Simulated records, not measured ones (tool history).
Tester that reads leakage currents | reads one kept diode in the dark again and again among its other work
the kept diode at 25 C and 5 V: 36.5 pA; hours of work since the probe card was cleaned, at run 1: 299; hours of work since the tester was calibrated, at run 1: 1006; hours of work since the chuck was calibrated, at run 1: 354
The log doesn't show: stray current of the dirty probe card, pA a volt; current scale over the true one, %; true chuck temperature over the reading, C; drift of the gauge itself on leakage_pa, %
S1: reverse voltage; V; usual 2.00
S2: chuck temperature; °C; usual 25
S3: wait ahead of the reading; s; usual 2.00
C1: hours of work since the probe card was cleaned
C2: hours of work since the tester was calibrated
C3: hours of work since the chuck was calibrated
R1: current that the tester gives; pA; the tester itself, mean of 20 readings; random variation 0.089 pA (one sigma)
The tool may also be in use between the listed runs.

run	hour	S1	S2	S3	C1	C2	C3	R1
1	0.0	2.00	25	2.00	299	1006	354	26.14
2	49.6	2.00	25	2.00	326	1033	381	26.31
3	81.2	2.00	25	1.54	344	1050	398	26.35
4	106.7	2.00	25	1.54	358	1064	412	26.38
5	159.1	2.00	25	1.54	386	1093	441	26.44
6	199.5	2.00	25	2.00	409	1115	463	26.82
7	227.5	2.00	25	2.00	424	1130	478	26.88
8	258.7	12.36	54	1.39	441	1148	495	461.00
9	291.9	12.36	49	0.34	459	1166	514	334.91
10	354.6	9.81	39	2.00	494	1200	548	152.42
11	384.5	9.81	39	2.00	510	1217	565	154.10
12	421.1	2.00	25	0.52	530	1237	585	27.34
13	455.9	9.86	25	0.48	549	1256	604	59.32
14	511.4	1.57	48	0.77	580	1286	634	125.20

4 ways to go on from here, each from the tool as it stands after run 14. What would each give?
A	549.5	14.30	30	0.79	601	1307	655	?
B	549.5	1.57	26	5.14	601	1307	655	?
C	549.5	1.29	37	0.39	601	1307	655	?
D	549.5	2.00	42	4.12	601	1307	655	?

run	R1
A	101.61
B	26.49
C	54.04
D	92.81
Without the tool's hidden state the same runs would have given:
run	R1
A	86.43
B	23.90
C	50.26
D	86.62
